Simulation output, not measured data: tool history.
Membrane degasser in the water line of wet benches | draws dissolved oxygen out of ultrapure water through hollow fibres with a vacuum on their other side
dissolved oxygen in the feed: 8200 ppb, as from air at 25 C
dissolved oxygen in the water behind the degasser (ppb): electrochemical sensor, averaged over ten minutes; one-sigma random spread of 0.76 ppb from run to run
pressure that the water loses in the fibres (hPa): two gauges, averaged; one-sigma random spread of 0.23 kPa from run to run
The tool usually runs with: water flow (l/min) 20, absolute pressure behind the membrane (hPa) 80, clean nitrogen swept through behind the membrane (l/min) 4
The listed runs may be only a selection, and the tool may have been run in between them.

run	hour	water flow (l/min)	absolute pressure behind the membrane (hPa)	clean nitrogen swept through behind the membrane (l/min)	dissolved oxygen in the water behind the degasser (ppb)	pressure that the water loses in the fibres (hPa)
1	0	20	80	4	76.3	617.7
2	316.1	20	80	4	78.7	621.2
# hour 391.8: seals of the vacuum lines changed
3	471.3	20	80	4	78.6	621
4	724.9	20	80	4	77.5	622
5	1056.4	20	80	7.56	49.8	623.7
6	1322.1	20	80	2.35	120.9	634.9
7	1602.3	20	80	2.35	123.5	632.6
8	1789.2	20	80	2.35	122.8	636.2
9	2078.2	20	97.3	2.35	157.2	634.5
10	2309.3	20	97.3	2.35	164.3	637.6
11	2461.8	20	80	4	81.3	637.7
# hour 2630.8: vacuum gauge calibrated
12	2724.5	20	80	2.26	142.1	641.9
13	2909.4	20	80	2.26	139.7	641
14	3212.4	20	80	2.26	137.8	644.7
# hour 3370.6: vacuum gauge calibrated, once more
15	3393.3	20	80	2.26	121.4	645
16	3710.3	20	80	4	79.5	646.7
17	3877	20	109	1.77	224.7	652.7
18	4199.7	15	85.8	7.67	34	491
# hour 4231.5: seals of the vacuum lines changed
19	4454.1	15	85.8	7.67	33.3	492.7
20	4625.8	19	58.5	2.57	67.5	625.8
21	4936.9	19	58.5	2.57	67.4	624.5
22	5167	25	58.5	7.86	72.2	822.6
23	5398.3	17	58.5	1.79	78.1	561.5
# hour 5650.2: membrane cartridge changed
24	5683.8	17	94.1	1.79	149.3	510.7
25	6005.7	27	80	6.27	91.4	808.4
26	6259.1	23	175.5	4.45	206.6	689.8
27	6480.5	16	83.2	2.4	95	479
28	6775.6	20	115.7	7.26	72.8	605.2
29	6926.3	30	75.6	10.91	88.8	909.2
30	7236.9	30	80	6.28	118.9	913.3
31	7493.7	30	80	6.28	120.1	914.5

Consider 4 possible next runs. They are alternatives, not a sequence: every one starts from the tool as it was left by run 31. What does each give?
A	7837.3	25	55.3	7.62	?	?
B	7837.3	12	180.5	5.69	?	?
C	7837.3	26	155.8	5.83	?	?
D	7837.3	24	66.2	8.67	?	?

run	dissolved oxygen in the water behind the degasser (ppb)	pressure that the water loses in the fibres (hPa)
A	57.2	764.8
B	86.8	365.6
C	178	801.5
D	56	738.6
Without the tool's hidden state the same runs would have given:
run	dissolved oxygen in the water behind the degasser (ppb)	pressure that the water loses in the fibres (hPa)
A	47.5	744.3
B	79.5	355.7
C	164.1	780
D	47.4	718.8
